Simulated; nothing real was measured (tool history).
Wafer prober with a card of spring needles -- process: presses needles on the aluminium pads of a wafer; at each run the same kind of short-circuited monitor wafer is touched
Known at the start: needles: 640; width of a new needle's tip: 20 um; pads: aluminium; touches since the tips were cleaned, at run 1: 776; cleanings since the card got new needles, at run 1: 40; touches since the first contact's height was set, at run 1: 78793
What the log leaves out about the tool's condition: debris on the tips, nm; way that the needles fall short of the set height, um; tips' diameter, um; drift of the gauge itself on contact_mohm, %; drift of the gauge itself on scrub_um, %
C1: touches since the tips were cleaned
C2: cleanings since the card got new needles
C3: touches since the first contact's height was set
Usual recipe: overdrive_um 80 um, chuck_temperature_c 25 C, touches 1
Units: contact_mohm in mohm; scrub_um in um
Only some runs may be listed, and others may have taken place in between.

run 1 hour=0.0 | overdrive_um=80 chuck_temperature_c=25 touches=1 | C1=776 C2=40 C3=78793 | contact_mohm=183 scrub_um=15.53
-- hour=3.3 tips cleaned on abrasive film
-- hour=8.7 tips cleaned on abrasive film
run 2 hour=9.4 | overdrive_um=80 chuck_temperature_c=25 touches=1 | C1=247 C2=42 C3=82090 | contact_mohm=186 scrub_um=15.55
-- hour=14.3 tips cleaned on abrasive film
run 3 hour=17.6 | overdrive_um=85 chuck_temperature_c=25 touches=1 | C1=1201 C2=43 C3=85031 | contact_mohm=184 scrub_um=16.40
-- hour=20.2 tips cleaned on abrasive film
-- hour=25.4 tips cleaned on abrasive film
run 4 hour=25.8 | overdrive_um=80 chuck_temperature_c=25 touches=2 | C1=152 C2=45 C3=87899 | contact_mohm=181 scrub_um=15.61
-- hour=30.6 tips cleaned on abrasive film
run 5 hour=30.6 | overdrive_um=80 chuck_temperature_c=25 touches=2 | C1=0 C2=46 C3=89575 | contact_mohm=185 scrub_um=15.49
-- hour=36.0 tips cleaned on abrasive film
run 6 hour=39.4 | overdrive_um=80 chuck_temperature_c=25 touches=1 | C1=1242 C2=47 C3=92735 | contact_mohm=184 scrub_um=15.46
-- hour=41.7 tips cleaned on abrasive film
-- hour=42.0 height of the first contact set anew
-- hour=47.6 tips cleaned on abrasive film
run 7 hour=50.3 | overdrive_um=80 chuck_temperature_c=25 touches=1 | C1=972 C2=49 C3=2965 | contact_mohm=185 scrub_um=15.53
-- hour=52.9 tips cleaned on abrasive film
-- hour=58.0 tips cleaned on abrasive film
run 8 hour=58.0 | overdrive_um=97 chuck_temperature_c=25 touches=1 | C1=0 C2=51 C3=5671 | contact_mohm=182 scrub_um=18.73
-- hour=63.5 tips cleaned on abrasive film
run 9 hour=63.6 | overdrive_um=97 chuck_temperature_c=25 touches=1 | C1=25 C2=52 C3=7628 | contact_mohm=183 scrub_um=18.70
-- hour=69.3 tips cleaned on abrasive film
run 10 hour=70.8 | overdrive_um=80 chuck_temperature_c=25 touches=1 | C1=552 C2=53 C3=10202 | contact_mohm=183 scrub_um=15.44
-- hour=74.5 tips cleaned on abrasive film
run 11 hour=78.4 | overdrive_um=80 chuck_temperature_c=25 touches=1 | C1=1385 C2=54 C3=12887 | contact_mohm=184 scrub_um=15.34
-- hour=80.0 tips cleaned on abrasive film
-- hour=85.7 tips cleaned on abrasive film
run 12 hour=87.8 | overdrive_um=80 chuck_temperature_c=25 touches=1 | C1=742 C2=56 C3=16186 | contact_mohm=183 scrub_um=15.26
-- hour=90.9 tips cleaned on abrasive film
-- hour=96.6 tips cleaned on abrasive film
run 13 hour=98.2 | overdrive_um=80 chuck_temperature_c=85 touches=2 | C1=589 C2=58 C3=19892 | contact_mohm=195 scrub_um=15.32
-- hour=101.8 tips cleaned on abrasive film
-- hour=107.4 tips cleaned on abrasive film
run 14 hour=107.8 | overdrive_um=80 chuck_temperature_c=85 touches=2 | C1=148 C2=60 C3=23270 | contact_mohm=199 scrub_um=15.34
-- hour=112.9 tips cleaned on abrasive film
run 15 hour=114.5 | overdrive_um=80 chuck_temperature_c=85 touches=2 | C1=591 C2=61 C3=25651 | contact_mohm=200 scrub_um=15.23
-- hour=118.1 tips cleaned on abrasive film
run 16 hour=120.9 | overdrive_um=80 chuck_temperature_c=85 touches=2 | C1=1019 C2=62 C3=27919 | contact_mohm=194 scrub_um=15.26
-- hour=123.6 tips cleaned on abrasive film
-- hour=129.2 tips cleaned on abrasive film
run 17 hour=130.8 | overdrive_um=83 chuck_temperature_c=105 touches=2 | C1=587 C2=64 C3=31395 | contact_mohm=197 scrub_um=15.89
-- hour=135.3 tips cleaned on abrasive film
run 18 hour=136.8 | overdrive_um=81 chuck_temperature_c=25 touches=2 | C1=553 C2=65 C3=33533 | contact_mohm=185 scrub_um=15.48
-- hour=139.4 gauge calibrated
-- hour=140.8 tips cleaned on abrasive film
run 19 hour=143.2 | overdrive_um=77 chuck_temperature_c=102 touches=2 | C1=867 C2=66 C3=35777 | contact_mohm=198 scrub_um=15.01
-- hour=146.2 tips cleaned on abrasive film
-- hour=152.2 tips cleaned on abrasive film
run 20 hour=153.3 | overdrive_um=61 chuck_temperature_c=28 touches=1 | C1=389 C2=68 C3=39358 | contact_mohm=188 scrub_um=11.81
-- hour=157.7 tips cleaned on abrasive film
run 21 hour=159.7 | overdrive_um=62 chuck_temperature_c=62 touches=1 | C1=720 C2=69 C3=41608 | contact_mohm=200 scrub_um=12.06
-- hour=163.0 tips cleaned on abrasive film
-- hour=168.2 tips cleaned on abrasive film
run 22 hour=168.2 | overdrive_um=80 chuck_temperature_c=48 touches=2 | C1=0 C2=71 C3=44601 | contact_mohm=187 scrub_um=15.44
-- hour=173.5 tips cleaned on abrasive film
run 23 hour=174.2 | overdrive_um=80 chuck_temperature_c=48 touches=2 | C1=256 C2=72 C3=46736 | contact_mohm=190 scrub_um=15.50
-- hour=179.2 tips cleaned on abrasive film
run 24 hour=183.5 | overdrive_um=80 chuck_temperature_c=48 touches=1 | C1=1550 C2=73 C3=50055 | contact_mohm=190 scrub_um=15.55

Measured less the same run without the tool's hidden state. The same run-to-run variation is in both; the gauge's scatter may not be:
run=1 scrub_um=-0.01
run=2 scrub_um=-0.04
run=3 scrub_um=-0.05
run=4 scrub_um=-0.07
run=5 scrub_um=-0.09
run=6 scrub_um=-0.10
run=7 scrub_um=-0.11
run=8 scrub_um=-0.16
run=9 scrub_um=-0.18
run=10 scrub_um=-0.16
run=11 scrub_um=-0.19
run=12 scrub_um=-0.20
run=13 scrub_um=-0.23
run=14 scrub_um=-0.25
run=15 scrub_um=-0.27
run=16 scrub_um=-0.28
run=17 scrub_um=-0.31
run=18 scrub_um=-0.33
run=19 scrub_um=-0.01
run=20 scrub_um=-0.03
run=21 scrub_um=-0.04
run=22 scrub_um=-0.07
run=23 scrub_um=-0.08
run=24 scrub_um=-0.11
For contact_mohm, the value without the hidden state is never more than 1 mohm from the measured value.

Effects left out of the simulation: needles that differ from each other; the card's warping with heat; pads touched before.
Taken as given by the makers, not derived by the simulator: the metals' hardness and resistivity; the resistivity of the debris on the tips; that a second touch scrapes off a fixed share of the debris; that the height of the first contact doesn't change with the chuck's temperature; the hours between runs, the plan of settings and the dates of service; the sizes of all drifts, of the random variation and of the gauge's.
